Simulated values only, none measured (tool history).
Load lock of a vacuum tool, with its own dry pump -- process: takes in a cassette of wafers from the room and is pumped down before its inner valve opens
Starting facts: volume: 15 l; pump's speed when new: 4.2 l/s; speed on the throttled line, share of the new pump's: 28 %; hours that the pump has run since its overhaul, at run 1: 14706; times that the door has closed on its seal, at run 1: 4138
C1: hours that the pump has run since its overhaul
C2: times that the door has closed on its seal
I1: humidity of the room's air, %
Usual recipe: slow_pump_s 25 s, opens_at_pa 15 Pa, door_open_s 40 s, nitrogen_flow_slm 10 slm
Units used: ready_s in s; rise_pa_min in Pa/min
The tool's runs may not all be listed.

run 1 hour=0 | slow_pump_s=25 opens_at_pa=15 door_open_s=40 nitrogen_flow_slm=10 | C1=14706 C2=4138 | I1=43 | ready_s=53.9 rise_pa_min=0.08
run 2 hour=179.9 | slow_pump_s=25 opens_at_pa=15 door_open_s=40 nitrogen_flow_slm=6 | C1=14885 C2=4342 | I1=46.4 | ready_s=52.6 rise_pa_min=0.084
run 3 hour=386.3 | slow_pump_s=25 opens_at_pa=22 door_open_s=40 nitrogen_flow_slm=10 | C1=15092 C2=4575 | I1=47.2 | ready_s=50.7 rise_pa_min=0.085
run 4 hour=662.3 | slow_pump_s=25 opens_at_pa=22 door_open_s=40 nitrogen_flow_slm=10 | C1=15368 C2=4887 | I1=45.1 | ready_s=51.4 rise_pa_min=0.085
run 5 hour=793.8 | slow_pump_s=25 opens_at_pa=22 door_open_s=40 nitrogen_flow_slm=10 | C1=15499 C2=5036 | I1=41.9 | ready_s=50.8 rise_pa_min=0.076
run 6 hour=939.5 | slow_pump_s=25 opens_at_pa=22 door_open_s=40 nitrogen_flow_slm=10 | C1=15645 C2=5201 | I1=44.8 | ready_s=51.4 rise_pa_min=0.085
run 7 hour=1206.6 | slow_pump_s=25 opens_at_pa=22 door_open_s=40 nitrogen_flow_slm=10 | C1=15912 C2=5503 | I1=46.9 | ready_s=51.2 rise_pa_min=0.082
run 8 hour=1345.6 | slow_pump_s=25 opens_at_pa=22 door_open_s=40 nitrogen_flow_slm=10 | C1=16051 C2=5660 | I1=43.6 | ready_s=51.6 rise_pa_min=0.086
run 9 hour=1485.6 | slow_pump_s=25 opens_at_pa=22 door_open_s=40 nitrogen_flow_slm=10 | C1=16191 C2=5819 | I1=47.3 | ready_s=52.2 rise_pa_min=0.088
run 10 hour=1748.6 | slow_pump_s=25 opens_at_pa=22 door_open_s=40 nitrogen_flow_slm=10 | C1=16454 C2=6116 | I1=46 | ready_s=51.9 rise_pa_min=0.085
run 11 hour=2043 | slow_pump_s=25 opens_at_pa=22 door_open_s=40 nitrogen_flow_slm=10 | C1=16749 C2=6449 | I1=43.2 | ready_s=52.5 rise_pa_min=0.083
run 12 hour=2187.3 | slow_pump_s=25 opens_at_pa=22 door_open_s=40 nitrogen_flow_slm=10 | C1=16893 C2=6612 | I1=41.5 | ready_s=52 rise_pa_min=0.081
run 13 hour=2353.3 | slow_pump_s=25 opens_at_pa=22 door_open_s=40 nitrogen_flow_slm=10 | C1=17059 C2=6800 | I1=46.1 | ready_s=51.4 rise_pa_min=0.09
-- hour=2391.9 dry pump taken out, an overhauled one fitted
run 14 hour=2651 | slow_pump_s=27 opens_at_pa=15 door_open_s=40 nitrogen_flow_slm=10 | C1=259 C2=7130 | I1=43 | ready_s=50.8 rise_pa_min=0.087
run 15 hour=2806.4 | slow_pump_s=18 opens_at_pa=23 door_open_s=41 nitrogen_flow_slm=8 | C1=414 C2=7306 | I1=42.5 | ready_s=42.9 rise_pa_min=0.091
run 16 hour=3107.7 | slow_pump_s=29 opens_at_pa=15 door_open_s=40 nitrogen_flow_slm=37 | C1=716 C2=7647 | I1=44.3 | ready_s=52.6 rise_pa_min=0.066
run 17 hour=3241.4 | slow_pump_s=13 opens_at_pa=11 door_open_s=44 nitrogen_flow_slm=14 | C1=849 C2=7798 | I1=42.9 | ready_s=42.8 rise_pa_min=0.087
run 18 hour=3453.7 | slow_pump_s=41 opens_at_pa=24 door_open_s=101 nitrogen_flow_slm=13 | C1=1062 C2=8038 | I1=44.8 | ready_s=59.2 rise_pa_min=0.131
run 19 hour=3714 | slow_pump_s=41 opens_at_pa=24 door_open_s=101 nitrogen_flow_slm=13 | C1=1322 C2=8333 | I1=47.6 | ready_s=59.6 rise_pa_min=0.135
run 20 hour=3873.6 | slow_pump_s=35 opens_at_pa=21 door_open_s=145 nitrogen_flow_slm=23 | C1=1482 C2=8513 | I1=45.8 | ready_s=55.7 rise_pa_min=0.13
run 21 hour=4110.5 | slow_pump_s=16 opens_at_pa=14 door_open_s=40 nitrogen_flow_slm=10 | C1=1719 C2=8781 | I1=41.9 | ready_s=43.3 rise_pa_min=0.086
run 22 hour=4374.2 | slow_pump_s=12 opens_at_pa=11 door_open_s=39 nitrogen_flow_slm=15 | C1=1982 C2=9079 | I1=45.7 | ready_s=41.8 rise_pa_min=0.09
run 23 hour=4608.8 | slow_pump_s=25 opens_at_pa=10 door_open_s=178 nitrogen_flow_slm=30 | C1=2217 C2=9345 | I1=42.9 | ready_s=51.3 rise_pa_min=0.132
run 24 hour=4913.5 | slow_pump_s=25 opens_at_pa=10 door_open_s=178 nitrogen_flow_slm=30 | C1=2522 C2=9689 | I1=45.8 | ready_s=51.1 rise_pa_min=0.132
run 25 hour=5040.8 | slow_pump_s=25 opens_at_pa=10 door_open_s=178 nitrogen_flow_slm=30 | C1=2649 C2=9833 | I1=45 | ready_s=51.9 rise_pa_min=0.139

What differs in the tool's unlogged condition from the final listed run ahead of each entry between runs to the first listed run following it?
After run 13, before run 14: dry pump taken out, an overhauled one fitted (hour 2391.9)
  pump's speed, % of a new pump's: 87.2 -> 100.6; leak at the door's seal, Pa l/s: 0.0079 -> 0.0082
  measured value less the no-hidden-state value, ready_s: +3.5 -> -0.2 s; rise_pa_min: +0.024 -> +0.026 Pa/min
